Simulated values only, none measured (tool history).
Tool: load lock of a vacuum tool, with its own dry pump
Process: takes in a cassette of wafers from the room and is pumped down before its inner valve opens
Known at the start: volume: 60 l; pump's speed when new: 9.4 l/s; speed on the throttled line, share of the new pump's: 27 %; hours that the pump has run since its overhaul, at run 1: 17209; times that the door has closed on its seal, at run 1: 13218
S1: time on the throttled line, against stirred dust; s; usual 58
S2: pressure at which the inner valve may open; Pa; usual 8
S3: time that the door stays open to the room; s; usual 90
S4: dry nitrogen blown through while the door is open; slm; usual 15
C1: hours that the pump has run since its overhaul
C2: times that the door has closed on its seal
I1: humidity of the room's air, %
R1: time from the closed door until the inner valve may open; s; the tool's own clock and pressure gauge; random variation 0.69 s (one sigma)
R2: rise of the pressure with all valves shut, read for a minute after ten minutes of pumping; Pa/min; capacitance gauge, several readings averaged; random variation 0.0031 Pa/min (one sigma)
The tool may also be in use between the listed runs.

run 1 day=0.000 | S1=58 S2=8 S3=90 S4=15 | C1=17209 C2=13218 | I1=43.9 | R1=102.9 R2=0.073
run 2 day=15.000 | S1=58 S2=8 S3=90 S4=15 | C1=17569 C2=13638 | I1=41.9 | R1=102.8 R2=0.069
run 3 day=29.771 | S1=58 S2=8 S3=90 S4=15 | C1=17923 C2=14051 | I1=50.1 | R1=102.5 R2=0.080
run 4 day=40.592 | S1=58 S2=8 S3=90 S4=15 | C1=18183 C2=14354 | I1=49.5 | R1=102.9 R2=0.080
run 5 day=53.450 | S1=58 S2=8 S3=90 S4=15 | C1=18492 C2=14714 | I1=42.8 | R1=103.3 R2=0.074
run 6 day=66.921 | S1=58 S2=8 S3=90 S4=15 | C1=18815 C2=15091 | I1=45.6 | R1=102.7 R2=0.076
run 7 day=83.942 | S1=58 S2=8 S3=90 S4=15 | C1=19223 C2=15567 | I1=46.1 | R1=102.1 R2=0.076
run 8 day=93.433 | S1=58 S2=8 S3=96 S4=15 | C1=19451 C2=15833 | I1=44.9 | R1=103.9 R2=0.078
run 9 day=110.329 | S1=58 S2=8 S3=96 S4=15 | C1=19857 C2=16306 | I1=46.3 | R1=103.1 R2=0.079
run 10 day=119.462 | S1=58 S2=8 S3=96 S4=15 | C1=20076 C2=16561 | I1=42.4 | R1=102.9 R2=0.069
run 11 day=138.825 | S1=58 S2=8 S3=96 S4=15 | C1=20540 C2=17103 | I1=45.3 | R1=101.3 R2=0.083
run 12 day=157.188 | S1=58 S2=8 S3=96 S4=15 | C1=20981 C2=17617 | I1=40.7 | R1=103.8 R2=0.074
run 13 day=169.154 | S1=58 S2=8 S3=96 S4=15 | C1=21268 C2=17952 | I1=43.0 | R1=102.5 R2=0.069
run 14 day=187.650 | S1=58 S2=8 S3=96 S4=15 | C1=21712 C2=18469 | I1=47.4 | R1=101.7 R2=0.085

Forecast each of these 5 alternatives for the next run:
run A day=196.983 | S1=101 S2=8 S3=36 S4=15 | C1=21936 C2=18730 | I1=42.7 | R1=? R2=?
run B day=196.983 | S1=104 S2=8 S3=216 S4=15 | C1=21936 C2=18730 | I1=39.3 | R1=? R2=?
run C day=196.983 | S1=58 S2=15 S3=90 S4=15 | C1=21936 C2=18730 | I1=45.6 | R1=? R2=?
run D day=196.983 | S1=101 S2=8 S3=65 S4=15 | C1=21936 C2=18730 | I1=40.4 | R1=? R2=?
run E day=196.983 | S1=61 S2=8 S3=96 S4=15 | C1=21936 C2=18730 | I1=41.3 | R1=? R2=?

run=A R1=134.9 R2=0.038
run=B R1=135.9 R2=0.127
run=C R1=98.9 R2=0.075
run=D R1=133.6 R2=0.055
run=E R1=106.0 R2=0.070
Without the tool's hidden state the same runs would have given:
run=A R1=134.9 R2=0.037
run=B R1=135.8 R2=0.126
run=C R1=98.8 R2=0.074
run=D R1=133.6 R2=0.054
run=E R1=106.0 R2=0.069
